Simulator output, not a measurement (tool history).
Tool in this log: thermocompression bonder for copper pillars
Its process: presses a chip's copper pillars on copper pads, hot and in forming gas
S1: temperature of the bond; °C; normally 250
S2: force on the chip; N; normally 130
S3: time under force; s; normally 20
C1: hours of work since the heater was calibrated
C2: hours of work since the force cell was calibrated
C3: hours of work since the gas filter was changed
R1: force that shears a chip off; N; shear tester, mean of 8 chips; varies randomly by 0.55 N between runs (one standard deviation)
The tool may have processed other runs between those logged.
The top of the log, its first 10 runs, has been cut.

run,day,S1,S2,S3,C1,C2,C3,R1
11,25.112,250,130,15,316,389,233,50
12,27.258,243,130,15,343,416,260,45.7
13,29.838,243,130,15,375,448,292,45.7
14,32.021,250,130,18,403,476,320,51.2
# day 33.075: forming gas filter changed
15,33.55,250,130,18,422,495,6,52.8
16,35.242,253,86,20,443,516,27,39
17,37.042,275,84,20,466,539,50,48.1
18,39.225,267,120,20,493,566,77,59.7
19,41.092,245,153,20,517,589,101,59.7
20,43.154,245,153,20,543,615,127,58
# day 43.488: force cell calibrated
21,44.912,245,153,20,564,18,148,57.4
22,47.442,245,153,12,596,50,180,47.9
23,50.55,235,182,36,635,89,219,66.6
24,52.408,225,81,17,658,112,243,21.3
# day 53.812: heater calibrated with a thermocouple chip
25,55.396,225,81,17,20,149,279,22.5
26,58.017,232,175,58,53,182,312,71.1
# day 59.692: forming gas filter changed
27,60.95,232,175,58,90,218,16,74.2
# day 62.967: force cell calibrated, once more
28,64.392,232,175,58,132,18,58,75.7
29,66.092,232,175,58,154,39,80,73.4
30,68.192,250,114,20,180,66,106,52.5

3 ways to go on from here, each from the tool as it stands after run 30. What would each give?
A,69.846,267,105,12,201,87,127,?
B,69.846,250,118,20,201,87,127,?
C,69.846,244,130,30,201,87,127,?

run,R1
A,49.2
B,52.9
C,61.1
Stripped of hidden state, with their random variation kept, the same runs would have yielded:
run,R1
A,51.7
B,55.4
C,63.8

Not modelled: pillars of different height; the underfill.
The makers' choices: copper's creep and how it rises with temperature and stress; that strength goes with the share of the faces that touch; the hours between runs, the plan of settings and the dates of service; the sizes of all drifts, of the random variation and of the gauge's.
